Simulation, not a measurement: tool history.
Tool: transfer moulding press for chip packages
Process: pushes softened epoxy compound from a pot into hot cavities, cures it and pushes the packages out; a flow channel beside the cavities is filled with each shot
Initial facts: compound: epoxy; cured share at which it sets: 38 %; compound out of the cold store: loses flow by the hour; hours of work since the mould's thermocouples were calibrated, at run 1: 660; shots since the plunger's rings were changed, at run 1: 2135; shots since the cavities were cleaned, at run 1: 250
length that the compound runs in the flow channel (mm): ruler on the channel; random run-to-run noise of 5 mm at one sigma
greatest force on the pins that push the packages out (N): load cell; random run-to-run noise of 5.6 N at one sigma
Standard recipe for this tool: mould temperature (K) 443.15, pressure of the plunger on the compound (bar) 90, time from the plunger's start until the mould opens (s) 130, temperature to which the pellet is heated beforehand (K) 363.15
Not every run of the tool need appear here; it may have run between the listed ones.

run   hour  mould temperature (K)  pressure of the plunger on the compound (bar)  time from the plunger's start until the mould opens (s)  temperature to which the pellet is heated beforehand (K)  hours of work since the mould's thermocouples were calibrated  shots since the plunger's rings were changed  shots since the cavities were cleaned  incoming compound's hours out of the cold store  length that the compound runs in the flow channel (mm)  greatest force on the pins that push the packages out (N)
  1      0                 443.15                                             90                                                      130                                                    363.15                                                            660                                          2135                                    250                                             22.1                                                     616                                                        252
  2   29.5                 443.15                                             90                                                      130                                                    363.15                                                            680                                          2440                                    555                                             38.8                                                     564                                                        291
  3   45.1                 443.15                                             90                                                      133                                                    363.15                                                            690                                          2600                                    715                                              8.7                                                     636                                                        303
      50.4  -- plunger's sealing rings changed
      63.6  -- mould's thermocouples calibrated
      65.1  -- cavities cleaned with cleaning compound and waxed
  4   82.4                 437.15                                             90                                                      130                                                    363.15                                                             11                                           294                                    179                                             28.2                                                     627                                                        307
  5  108.5                 437.15                                             90                                                      130                                                    363.15                                                             29                                           563                                    448                                             14.9                                                     659                                                        366
  6  134.4                 442.15                                           75.1                                                      157                                                    358.15                                                             46                                           831                                    716                                             11.4                                                     594                                                        291
     149.1  -- cavities cleaned with cleaning compound and waxed
  7  150.7                 450.15                                             90                                                      170                                                    363.15                                                             56                                           983                                     17                                             16.8                                                     620                                                        172
  8  178.7                 443.15                                             90                                                      130                                                    366.15                                                             74                                          1271                                    305                                               23                                                     630                                                        259
  9    198                 443.15                                             90                                                      130                                                    366.15                                                             87                                          1471                                    505                                             13.6                                                     630                                                        304
 10  213.8                 443.15                                             90                                                      130                                                    366.15                                                             97                                          1634                                    668                                             25.4                                                     607                                                        296

Below are 3 alternative next runs, each starting from the tool's condition after run 10. Predict each:
     233.3  -- cavities cleaned with cleaning compound and waxed
  A  233.3                 442.15                                          108.2                                                      130                                                    354.15                                                            109                                          1820                                      0                                             16.8                                                       ?                                                          ?
     233.3  -- cavities cleaned with cleaning compound and waxed
  B  233.3                 437.15                                           76.6                                                      130                                                    366.15                                                            109                                          1820                                      0                                             44.9                                                       ?                                                          ?
     233.3  -- cavities cleaned with cleaning compound and waxed
  C  233.3                 443.15                                             90                                                      135                                                    363.15                                                            109                                          1820                                      0                                             41.2                                                       ?                                                          ?

run  length that the compound runs in the flow channel (mm)  greatest force on the pins that push the packages out (N)
  A                                                     686                                                        194
  B                                                     525                                                        242
  C                                                     557                                                        184
What these runs would have given with no unlogged condition in the tool:
run  length that the compound runs in the flow channel (mm)  greatest force on the pins that push the packages out (N)
  A                                                     712                                                        195
  B                                                     545                                                        246
  C                                                     578                                                        184

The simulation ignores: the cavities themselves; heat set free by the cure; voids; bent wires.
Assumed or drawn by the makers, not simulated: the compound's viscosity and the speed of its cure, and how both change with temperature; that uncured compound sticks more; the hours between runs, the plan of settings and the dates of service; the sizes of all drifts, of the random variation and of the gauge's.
